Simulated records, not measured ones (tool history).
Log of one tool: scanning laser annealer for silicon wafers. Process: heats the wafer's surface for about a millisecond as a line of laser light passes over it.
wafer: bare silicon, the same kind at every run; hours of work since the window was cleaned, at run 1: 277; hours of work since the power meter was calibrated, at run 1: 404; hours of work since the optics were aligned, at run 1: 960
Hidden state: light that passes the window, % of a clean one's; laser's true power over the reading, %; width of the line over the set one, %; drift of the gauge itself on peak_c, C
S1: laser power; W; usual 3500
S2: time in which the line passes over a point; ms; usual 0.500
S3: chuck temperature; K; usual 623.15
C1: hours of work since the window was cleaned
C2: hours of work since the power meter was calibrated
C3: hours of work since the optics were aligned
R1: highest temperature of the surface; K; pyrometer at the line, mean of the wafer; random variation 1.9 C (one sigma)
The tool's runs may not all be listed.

Run 1, day 0.000: usual settings; C1 277; C2 404; C3 960. Result: R1 1450.15 K.
Run 2, day 0.938: usual settings; C1 294; C2 422; C3 977. Result: R1 1448.15 K.
Run 3, day 2.112: usual settings; C1 316; C2 443; C3 998. Result: R1 1448.15 K.
Run 4, day 3.192: usual settings; C1 336; C2 463; C3 1018. Result: R1 1446.15 K.
Run 5, day 4.317: usual settings; C1 356; C2 484; C3 1039. Result: R1 1445.15 K.
Run 6, day 5.421: usual settings but S1 3220 W; C1 377; C2 504; C3 1059. Result: R1 1381.15 K.
Run 7, day 6.517: usual settings but S1 3220 W; C1 397; C2 524; C3 1080. Result: R1 1383.15 K.
Run 8, day 7.408: usual settings but S3 589.15 K; C1 413; C2 541; C3 1096. Result: R1 1408.15 K.
Run 9, day 7.996: usual settings but S3 589.15 K; C1 424; C2 552; C3 1107. Result: R1 1403.15 K.
Run 10, day 8.929: usual settings; C1 441; C2 569; C3 1124. Result: R1 1439.15 K.
Run 11, day 9.696: usual settings; C1 455; C2 583; C3 1138. Result: R1 1440.15 K.
At day 9.888: laser's power meter calibrated.
Run 12, day 10.579: usual settings; C1 469; C2 13; C3 1152. Result: R1 1445.15 K.
Run 13, day 11.233: usual settings; C1 481; C2 25; C3 1164. Result: R1 1440.15 K.
Run 14, day 12.446: usual settings; C1 504; C2 47; C3 1187. Result: R1 1444.15 K.
Run 15, day 13.217: usual settings; C1 518; C2 61; C3 1201. Result: R1 1440.15 K.
Run 16, day 14.354: usual settings; C1 539; C2 82; C3 1222. Result: R1 1441.15 K.
At day 15.354: laser's power meter calibrated, once more.
Run 17, day 15.375: usual settings but S1 3509 W; C1 556; C2 0; C3 1238. Result: R1 1433.15 K.
At day 15.975: window over the wafer cleaned.
Run 18, day 16.358: usual settings; C1 7; C2 17; C3 1255. Result: R1 1451.15 K.
Run 19, day 17.275: usual settings; C1 24; C2 34; C3 1272. Result: R1 1458.15 K.
Run 20, day 18.054: usual settings; C1 38; C2 48; C3 1286. Result: R1 1454.15 K.
Run 21, day 19.221: usual settings; C1 60; C2 70; C3 1308. Result: R1 1453.15 K.
Run 22, day 19.958: usual settings but S1 3203 W; C1 73; C2 83; C3 1321. Result: R1 1387.15 K.
Run 23, day 20.983: usual settings but S1 3307 W, S2 0.592 ms; C1 92; C2 102; C3 1340. Result: R1 1474.15 K.
Run 24, day 21.908: usual settings but S1 3819 W, S2 0.409 ms, S3 590.15 K; C1 109; C2 119; C3 1357. Result: R1 1405.15 K.
Run 25, day 22.767: usual settings but S1 3486 W, S2 0.468 ms, S3 639.15 K; C1 125; C2 135; C3 1373. Result: R1 1438.15 K.
Run 26, day 23.554: usual settings but S2 0.467 ms, S3 592.15 K; C1 140; C2 150; C3 1387. Result: R1 1389.15 K.
Run 27, day 24.683: usual settings but S2 0.467 ms, S3 633.15 K; C1 160; C2 170; C3 1408. Result: R1 1432.15 K.
Run 28, day 25.546: usual settings but S2 0.388 ms, S3 595.15 K; C1 176; C2 186; C3 1424. Result: R1 1331.15 K.
Run 29, day 26.292: usual settings but S1 3260 W, S3 591.15 K; C1 190; C2 200; C3 1438. Result: R1 1362.15 K.
Run 30, day 27.250: usual settings but S1 3061 W, S3 598.15 K; C1 208; C2 218; C3 1455. Result: R1 1322.15 K.
Run 31, day 28.279: usual settings but S1 3484 W, S2 0.598 ms, S3 630.15 K; C1 227; C2 237; C3 1474. Result: R1 1519.15 K.
Run 32, day 28.971: usual settings but S1 3484 W, S2 0.598 ms, S3 630.15 K; C1 239; C2 249; C3 1487. Result: R1 1517.15 K.
Run 33, day 29.804: usual settings but S1 3484 W, S2 0.598 ms, S3 630.15 K; C1 255; C2 265; C3 1502. Result: R1 1518.15 K.
Run 34, day 30.954: usual settings but S1 3484 W, S2 0.598 ms, S3 630.15 K; C1 276; C2 286; C3 1524. Result: R1 1518.15 K.
Run 35, day 32.088: usual settings but S1 3363 W, S2 0.611 ms, S3 641.15 K; C1 297; C2 307; C3 1545. Result: R1 1504.15 K.
Run 36, day 33.296: usual settings but S1 3066 W, S2 0.569 ms; C1 319; C2 329; C3 1567. Result: R1 1387.15 K.
Run 37, day 34.508: usual settings but S3 620.15 K; C1 341; C2 351; C3 1589. Result: R1 1437.15 K.
Run 38, day 35.150: usual settings but S1 3819 W, S3 620.15 K; C1 353; C2 363; C3 1601. Result: R1 1509.15 K.
Run 39, day 35.721: usual settings but S1 3689 W, S2 0.456 ms; C1 364; C2 374; C3 1611. Result: R1 1443.15 K.
Run 40, day 36.771: usual settings but S1 3715 W, S2 0.351 ms, S3 658.15 K; C1 383; C2 393; C3 1631. Result: R1 1386.15 K.
Run 41, day 37.292: usual settings but S1 3754 W, S2 0.351 ms, S3 604.15 K; C1 393; C2 403; C3 1640. Result: R1 1342.15 K.

Forecast each of these 4 alternatives for the next run:
Run A, day 38.504: usual settings but S2 0.411 ms, S3 644.15 K; C1 415; C2 425; C3 1663. Result: R1 ?.
Run B, day 38.504: usual settings but S1 3754 W, S2 0.613 ms, S3 635.15 K; C1 415; C2 425; C3 1663. Result: R1 ?.
Run C, day 38.504: usual settings but S1 3508 W, S2 0.545 ms, S3 602.15 K; C1 415; C2 425; C3 1663. Result: R1 ?.
Run D, day 38.504: usual settings but S2 0.580 ms, S3 594.15 K; C1 415; C2 425; C3 1663. Result: R1 ?.

run       R1
  A  1387.15
  B  1591.15
  C  1451.15
  D  1468.15
Without the tool's hidden state the same runs would have given:
run       R1
  A  1409.15
  B  1619.15
  C  1476.15
  D  1494.15
